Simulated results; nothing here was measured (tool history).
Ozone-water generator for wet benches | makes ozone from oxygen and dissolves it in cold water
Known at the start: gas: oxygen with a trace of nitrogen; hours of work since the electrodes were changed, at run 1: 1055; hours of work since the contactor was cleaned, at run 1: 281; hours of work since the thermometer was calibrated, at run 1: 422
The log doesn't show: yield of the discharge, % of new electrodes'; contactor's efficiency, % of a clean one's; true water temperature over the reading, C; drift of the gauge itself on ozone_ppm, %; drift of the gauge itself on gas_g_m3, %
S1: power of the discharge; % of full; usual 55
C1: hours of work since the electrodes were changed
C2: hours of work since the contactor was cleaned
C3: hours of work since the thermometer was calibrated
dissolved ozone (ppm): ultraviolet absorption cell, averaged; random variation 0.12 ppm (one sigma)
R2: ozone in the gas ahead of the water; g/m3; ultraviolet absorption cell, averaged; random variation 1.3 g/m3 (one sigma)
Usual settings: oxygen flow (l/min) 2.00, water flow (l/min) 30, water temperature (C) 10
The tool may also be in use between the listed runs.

Run 1, hour 0.0: usual settings; C1 1055; C2 281; C3 422. Result: dissolved ozone (ppm) 9.6, R2 225.2 g/m3.
Run 2, hour 73.7: usual settings; C1 1107; C2 332; C3 474. Result: dissolved ozone (ppm) 9.6, R2 223.5 g/m3.
Run 3, hour 182.0: usual settings; C1 1183; C2 408; C3 550. Result: dissolved ozone (ppm) 9.8, R2 225.8 g/m3.
Run 4, hour 315.5: usual settings but water temperature (C) 14; C1 1277; C2 502; C3 644. Result: dissolved ozone (ppm) 9.4, R2 223.9 g/m3.
Run 5, hour 442.0: usual settings but water temperature (C) 14; C1 1366; C2 591; C3 733. Result: dissolved ozone (ppm) 9.5, R2 222.2 g/m3.
Run 6, hour 595.2: usual settings but oxygen flow (l/min) 1.54; C1 1473; C2 698; C3 840. Result: dissolved ozone (ppm) 8.2, R2 242.3 g/m3.
Run 7, hour 730.0: usual settings but oxygen flow (l/min) 1.54; C1 1568; C2 793; C3 935. Result: dissolved ozone (ppm) 8.2, R2 240.5 g/m3.
Run 8, hour 851.3: usual settings but oxygen flow (l/min) 1.54; C1 1653; C2 878; C3 1020. Result: dissolved ozone (ppm) 8.3, R2 237.8 g/m3.
Run 9, hour 989.9: usual settings but oxygen flow (l/min) 1.54; C1 1750; C2 976; C3 1117. Result: dissolved ozone (ppm) 8.3, R2 237.2 g/m3.
Run 10, hour 1063.3: usual settings; C1 1802; C2 1027; C3 1169. Result: dissolved ozone (ppm) 9.3, R2 221.5 g/m3.
Run 11, hour 1171.4: usual settings but water flow (l/min) 35; C1 1878; C2 1103; C3 1245. Result: dissolved ozone (ppm) 7.6, R2 219.1 g/m3.
Run 12, hour 1255.3: usual settings but water flow (l/min) 44; C1 1937; C2 1162; C3 1304. Result: dissolved ozone (ppm) 5.7, R2 220.5 g/m3.
Run 13, hour 1356.6: usual settings but water temperature (C) 15; C1 2008; C2 1233; C3 1375. Result: dissolved ozone (ppm) 9.2, R2 219.9 g/m3.
Run 14, hour 1511.4: usual settings but water temperature (C) 15; C1 2117; C2 1342; C3 1484. Result: dissolved ozone (ppm) 9.3, R2 217.3 g/m3.
Run 15, hour 1627.0: usual settings but water temperature (C) 15; C1 2198; C2 1423; C3 1565. Result: dissolved ozone (ppm) 9.2, R2 217.2 g/m3.
Run 16, hour 1783.8: usual settings but water temperature (C) 15; C1 2308; C2 1533; C3 1675. Result: dissolved ozone (ppm) 9.0, R2 216.2 g/m3.
Run 17, hour 1941.9: usual settings but S1 54 % of full, water flow (l/min) 34, water temperature (C) 15; C1 2419; C2 1644; C3 1786. Result: dissolved ozone (ppm) 7.6, R2 215.1 g/m3.
Run 18, hour 2039.8: usual settings but S1 61 % of full, water flow (l/min) 34, water temperature (C) 15; C1 2488; C2 1713; C3 1855. Result: dissolved ozone (ppm) 8.2, R2 226.7 g/m3.
Run 19, hour 2173.8: usual settings but S1 48 % of full, oxygen flow (l/min) 1.07, water temperature (C) 5; C1 2582; C2 1807; C3 1949. Result: dissolved ozone (ppm) 5.9, R2 241.6 g/m3.
At hour 2181.0: water thermometer calibrated.
Run 20, hour 2243.0: usual settings but oxygen flow (l/min) 1.70, water temperature (C) 16; C1 2630; C2 1855; C3 43. Result: dissolved ozone (ppm) 8.2, R2 226.3 g/m3.
Run 21, hour 2345.3: usual settings but oxygen flow (l/min) 1.70, water temperature (C) 16; C1 2702; C2 1927; C3 115. Result: dissolved ozone (ppm) 8.0, R2 225.2 g/m3.
Run 22, hour 2488.7: usual settings but oxygen flow (l/min) 3.39, water flow (l/min) 32, water temperature (C) 7; C1 2802; C2 2027; C3 216. Result: dissolved ozone (ppm) 11.1, R2 178.0 g/m3.
Run 23, hour 2561.7: usual settings but S1 65 % of full, oxygen flow (l/min) 1.05, water flow (l/min) 40, water temperature (C) 12; C1 2854; C2 2079; C3 267. Result: dissolved ozone (ppm) 4.7, R2 282.9 g/m3.
Run 24, hour 2627.7: usual settings but S1 49 % of full, oxygen flow (l/min) 1.05, water flow (l/min) 24, water temperature (C) 8; C1 2900; C2 2125; C3 314. Result: dissolved ozone (ppm) 7.8, R2 246.8 g/m3.
At hour 2741.1: water thermometer calibrated, once more.
Run 25, hour 2741.1: usual settings but S1 49 % of full, oxygen flow (l/min) 1.05, water flow (l/min) 24, water temperature (C) 8; C1 2979; C2 2204; C3 0. Result: dissolved ozone (ppm) 7.9, R2 247.7 g/m3.
Run 26, hour 2874.1: usual settings but S1 49 % of full, oxygen flow (l/min) 1.05, water flow (l/min) 24, water temperature (C) 8; C1 3073; C2 2298; C3 93. Result: dissolved ozone (ppm) 7.9, R2 245.2 g/m3.
Run 27, hour 3029.9: usual settings but water flow (l/min) 22; C1 3182; C2 2407; C3 203. Result: dissolved ozone (ppm) 13.0, R2 209.5 g/m3.
Run 28, hour 3158.8: usual settings but oxygen flow (l/min) 2.14, water flow (l/min) 41; C1 3273; C2 2498; C3 293. Result: dissolved ozone (ppm) 6.2, R2 203.6 g/m3.
Run 29, hour 3237.7: usual settings but oxygen flow (l/min) 2.14, water flow (l/min) 41; C1 3328; C2 2553; C3 349. Result: dissolved ozone (ppm) 6.2, R2 204.7 g/m3.
Run 30, hour 3381.7: usual settings but oxygen flow (l/min) 2.14, water flow (l/min) 41; C1 3429; C2 2654; C3 450. Result: dissolved ozone (ppm) 6.1, R2 204.1 g/m3.
Run 31, hour 3449.8: usual settings but S1 74 % of full, oxygen flow (l/min) 1.19, water flow (l/min) 41; C1 3477; C2 2702; C3 498. Result: dissolved ozone (ppm) 5.0, R2 286.3 g/m3.
Run 32, hour 3577.1: usual settings but S1 74 % of full, oxygen flow (l/min) 1.19, water flow (l/min) 41; C1 3566; C2 2791; C3 587. Result: dissolved ozone (ppm) 4.8, R2 281.5 g/m3.

Some steps in dissolved ozone (ppm) between neighbouring runs. How much of each would the tool show without its hidden state too (settings, what came in, random variation), and how much is left for the hidden state, with any gauge scatter that isn't in both results?
Run 22 -> 23: S1 55 -> 65, oxygen flow (l/min) 3.39 -> 1.05, water flow (l/min) 32 -> 40, water temperature (C) 7 -> 12. dissolved ozone (ppm) -6.4: hidden state +0.8, all else -7.2.
Run 26 -> 27: S1 49 -> 55, oxygen flow (l/min) 1.05 -> 2.00, water flow (l/min) 24 -> 22, water temperature (C) 8 -> 10. dissolved ozone (ppm) +5.1: hidden state -0.8, all else +5.9.
Run 27 -> 28: oxygen flow (l/min) 2.00 -> 2.14, water flow (l/min) 22 -> 41. dissolved ozone (ppm) -6.8: hidden state +0.8, all else -7.6.
